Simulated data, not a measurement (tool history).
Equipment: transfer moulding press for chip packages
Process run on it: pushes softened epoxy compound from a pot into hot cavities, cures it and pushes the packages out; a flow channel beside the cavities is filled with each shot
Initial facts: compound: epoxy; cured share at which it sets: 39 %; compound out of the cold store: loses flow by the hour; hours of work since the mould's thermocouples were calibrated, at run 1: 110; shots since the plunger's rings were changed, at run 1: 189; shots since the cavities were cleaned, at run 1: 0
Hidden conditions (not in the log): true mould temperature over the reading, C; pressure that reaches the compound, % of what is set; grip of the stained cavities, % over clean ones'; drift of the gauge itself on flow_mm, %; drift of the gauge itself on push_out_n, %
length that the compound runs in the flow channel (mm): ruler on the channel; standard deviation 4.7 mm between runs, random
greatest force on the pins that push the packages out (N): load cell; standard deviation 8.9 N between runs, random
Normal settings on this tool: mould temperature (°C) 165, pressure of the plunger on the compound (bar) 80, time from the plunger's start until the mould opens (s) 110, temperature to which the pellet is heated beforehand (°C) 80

run   hour  mould temperature (°C)  pressure of the plunger on the compound (bar)  time from the plunger's start until the mould opens (s)  temperature to which the pellet is heated beforehand (°C)  hours of work since the mould's thermocouples were calibrated  shots since the plunger's rings were changed  shots since the cavities were cleaned  incoming compound's hours out of the cold store  length that the compound runs in the flow channel (mm)  greatest force on the pins that push the packages out (N)
  1      0                     165                                             80                                                      110                                                         80                                                            110                                           189                                      0                                             18.2                                                    1009                                                        409
  2   19.7                     165                                             80                                                      110                                                         80                                                            119                                           354                                    165                                             35.9                                                     974                                                        559
  3   54.8                     165                                             80                                                      110                                                         80                                                            136                                           648                                    459                                             46.5                                                     940                                                        663
  4   74.3                     165                                           96.1                                                      110                                                         80                                                            145                                           811                                    622                                             14.6                                                    1101                                                        759
  5   89.8                     165                                           96.1                                                      110                                                         80                                                            153                                           942                                    753                                             25.2                                                    1070                                                        814
  6  116.9                     171                                           96.1                                                      110                                                         80                                                            166                                          1168                                    979                                             45.1                                                     989                                                        756
       145  -- cavities cleaned with cleaning compound and waxed
  7  155.3                     171                                           96.1                                                      110                                                         80                                                            183                                          1478                                     87                                             36.6                                                    1011                                                        411
  8    187                     165                                           73.9                                                      110                                                         80                                                            198                                          1743                                    352                                             25.2                                                     922                                                        691
  9  205.6                     165                                           73.9                                                      110                                                         80                                                            207                                          1899                                    508                                             28.7                                                     920                                                        744
 10    238                     165                                           73.9                                                      110                                                         80                                                            223                                          2170                                    779                                             44.2                                                     897                                                        799
 11  275.3                     165                                             80                                                      110                                                         80                                                            241                                          2482                                   1091                                             20.1                                                     970                                                        909
     288.9  -- cavities cleaned with cleaning compound and waxed
 12  302.6                     165                                             80                                                      110                                                         80                                                            253                                          2699                                    115                                             32.2                                                     941                                                        514
 13  339.6                     165                                             80                                                      110                                                         74                                                            271                                          3009                                    425                                             32.6                                                     931                                                        707
 14  359.7                     165                                             80                                                      110                                                         74                                                            280                                          3178                                    594                                              8.3                                                     971                                                        786
 15  374.8                     165                                             80                                                      110                                                         74                                                            287                                          3304                                    720                                             16.9                                                     961                                                        821
 16  401.5                     165                                             80                                                      110                                                         71                                                            300                                          3527                                    943                                             38.2                                                     918                                                        818
     431.8  -- cavities cleaned with cleaning compound and waxed
 17  431.8                     158                                           63.7                                                      110                                                         83                                                            314                                          3769                                      0                                             22.2                                                     879                                                        655
     441.3  -- mould's thermocouples calibrated
 18  467.3                     166                                             80                                                      116                                                         84                                                             12                                          4050                                    281                                             22.2                                                     928                                                        578
 19  496.8                     166                                           82.6                                                      116                                                         84                                                             26                                          4297                                    528                                             25.9                                                     920                                                        679
 20    515                     166                                           82.6                                                      116                                                         84                                                             35                                          4449                                    680                                               10                                                     953                                                        739
 21  548.9                     171                                           82.6                                                      104                                                         73                                                             51                                          4733                                    964                                             21.6                                                     901                                                        739
     577.5  -- cavities cleaned with cleaning compound and waxed
 22  583.7                     162                                             80                                                      119                                                         80                                                             67                                          5012                                     52                                             36.6                                                     900                                                        450
 23  600.1                     165                                           74.4                                                      133                                                         89                                                             75                                          5149                                    189                                             17.2                                                     892                                                        485
 24  624.9                     165                                           70.6                                                      133                                                         82                                                             87                                          5357                                    397                                             18.6                                                     855                                                        597
 25  656.4                     171                                           70.6                                                      137                                                         82                                                            102                                          5622                                    662                                             18.6                                                     836                                                        650
 26  679.7                     165                                             80                                                      127                                                         74                                                            113                                          5816                                    856                                             19.8                                                     895                                                        759
 27  696.1                     167                                           94.2                                                      109                                                         75                                                            121                                          5954                                    994                                             15.8                                                     985                                                        792

Per-run results on a tool with no hidden state, each run keeping its own random variation:
run  length that the compound runs in the flow channel (mm)  greatest force on the pins that push the packages out (N)
  1                                                    1011                                                        403
  2                                                     979                                                        416
  3                                                     949                                                        380
  4                                                    1115                                                        399
  5                                                    1086                                                        407
  6                                                    1008                                                        360
  7                                                    1035                                                        340
  8                                                     949                                                        422
  9                                                     949                                                        409
 10                                                     929                                                        398
 11                                                    1011                                                        422
 12                                                     983                                                        400
 13                                                     978                                                        403
 14                                                    1024                                                        412
 15                                                    1015                                                        413
 16                                                     973                                                        383
 17                                                     935                                                        610
 18                                                     997                                                        384
 19                                                     993                                                        379
 20                                                    1032                                                        385
 21                                                     982                                                        356
 22                                                     985                                                        400
 23                                                     979                                                        356
 24                                                     942                                                        359
 25                                                     925                                                        341
 26                                                     994                                                        372
 27                                                    1096                                                        375
